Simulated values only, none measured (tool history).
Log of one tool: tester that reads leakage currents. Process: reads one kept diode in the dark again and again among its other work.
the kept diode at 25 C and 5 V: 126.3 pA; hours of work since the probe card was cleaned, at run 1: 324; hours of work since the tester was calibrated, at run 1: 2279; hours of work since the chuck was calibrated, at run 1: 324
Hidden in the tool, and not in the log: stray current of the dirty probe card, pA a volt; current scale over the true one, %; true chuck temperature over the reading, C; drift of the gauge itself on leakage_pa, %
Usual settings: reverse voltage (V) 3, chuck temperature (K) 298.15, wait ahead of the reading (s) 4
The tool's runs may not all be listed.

run    hour  reverse voltage (V)  chuck temperature (K)  wait ahead of the reading (s)  hours of work since the probe card was cleaned  hours of work since the tester was calibrated  hours of work since the chuck was calibrated  current that the tester gives (pA)
  1       0                    3                 298.15                              4                                             324                                           2279                                           324                               106.5
  2    84.1                    3                 298.15                           1.79                                             377                                           2333                                           377                              106.56
  3   219.4                    3                 298.15                           1.79                                             464                                           2420                                           464                              106.72
  4   299.3                 14.2                 298.15                              4                                             516                                           2471                                           516                              222.03
      358.7  -- tester calibrated
  5   466.7                 14.2                 298.15                              4                                             622                                             69                                           622                              220.42
  6   559.8                    3                 314.15                              4                                             681                                            129                                           681                              343.31
  7   643.4                    3                 314.15                              4                                             735                                            183                                           735                              345.39
  8   736.4                    3                 314.15                              4                                             795                                            242                                           795                              347.19
  9   894.6                 2.58                 314.15                           0.52                                             896                                            344                                           896                              325.97
 10  1061.5                 2.58                 314.15                           0.52                                            1003                                            451                                          1003                              327.34
 11  1175.9                 8.33                 298.15                           7.53                                            1077                                            524                                          1077                              181.06

Measured less the same run without the tool's hidden state. The same run-to-run variation is in both; the gauge's scatter may not be:
run  current that the tester gives (pA)
  1                               +4.63
  2                               +5.14
  3                               +5.98
  4                              +22.43
  5                              +21.28
  6                               +8.88
  7                               +9.94
  8                              +11.04
  9                              +11.62
 10                               +13.5
 11                              +23.55
